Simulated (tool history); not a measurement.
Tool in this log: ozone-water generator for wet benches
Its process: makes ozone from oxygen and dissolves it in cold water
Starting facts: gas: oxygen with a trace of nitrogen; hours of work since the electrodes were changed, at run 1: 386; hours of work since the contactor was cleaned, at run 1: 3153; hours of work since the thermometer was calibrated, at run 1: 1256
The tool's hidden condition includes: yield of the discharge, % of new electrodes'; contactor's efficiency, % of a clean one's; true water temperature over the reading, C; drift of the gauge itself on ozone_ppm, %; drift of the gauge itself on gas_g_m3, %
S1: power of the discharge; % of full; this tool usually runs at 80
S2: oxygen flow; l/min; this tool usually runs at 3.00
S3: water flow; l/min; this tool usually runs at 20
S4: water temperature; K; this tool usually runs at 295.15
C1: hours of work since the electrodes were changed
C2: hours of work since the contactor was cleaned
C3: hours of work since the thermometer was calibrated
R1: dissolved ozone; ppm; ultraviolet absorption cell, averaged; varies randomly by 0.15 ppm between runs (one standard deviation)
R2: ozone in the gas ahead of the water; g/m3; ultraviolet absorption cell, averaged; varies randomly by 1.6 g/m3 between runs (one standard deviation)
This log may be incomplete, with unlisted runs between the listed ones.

run    hour  S1    S2  S3      S4    C1    C2    C3    R1     R2
  1     0.0  80  3.00  20  295.15   386  3153  1256  18.0  288.5
  2    73.8  80  3.00  20  295.15   448  3215  1318  17.9  293.2
  3   153.1  80  3.00  20  295.15   515  3281  1385  18.1  290.7
  4   203.1  80  3.00  20  295.15   557  3323  1427  17.8  291.0
  5   289.0  80  3.00  20  295.15   629  3396  1499  17.7  290.9
  6   369.7  80  3.00  20  295.15   697  3463  1567  17.8  291.4
  7   443.8  80  3.00  30  295.15   759  3526  1629  11.6  285.5
  8   517.5  80  3.00  20  295.15   821  3588  1691  17.7  287.4
  9   558.1  80  3.00  20  295.15   855  3622  1725  17.8  289.3
 10   649.5  55  3.00  20  288.15   932  3698  1802  15.4  234.8
 11   735.7  73  3.00  20  295.15  1004  3771  1874  16.6  274.3
 12   806.7  73  3.00  20  298.15  1064  3830  1934  16.0  273.1
 13   888.8  87  3.48  20  299.15  1133  3899  2003  17.7  279.2
 14   983.1  87  2.27  17  299.15  1212  3978  2082  19.7  345.3
 15  1030.6  87  2.27  17  299.15  1252  4018  2122  19.3  342.6

The logged runs with the hidden state left out (each run's random variation unchanged):
run    R1     R2
  1  18.6  291.1
  2  18.5  296.2
  3  18.7  294.3
  4  18.5  294.9
  5  18.4  295.3
  6  18.5  296.3
  7  12.2  290.9
  8  18.5  293.3
  9  18.6  295.5
 10  16.1  239.2
 11  17.4  281.0
 12  16.8  280.2
 13  18.7  287.7
 14  20.8  356.6
 15  20.5  354.2

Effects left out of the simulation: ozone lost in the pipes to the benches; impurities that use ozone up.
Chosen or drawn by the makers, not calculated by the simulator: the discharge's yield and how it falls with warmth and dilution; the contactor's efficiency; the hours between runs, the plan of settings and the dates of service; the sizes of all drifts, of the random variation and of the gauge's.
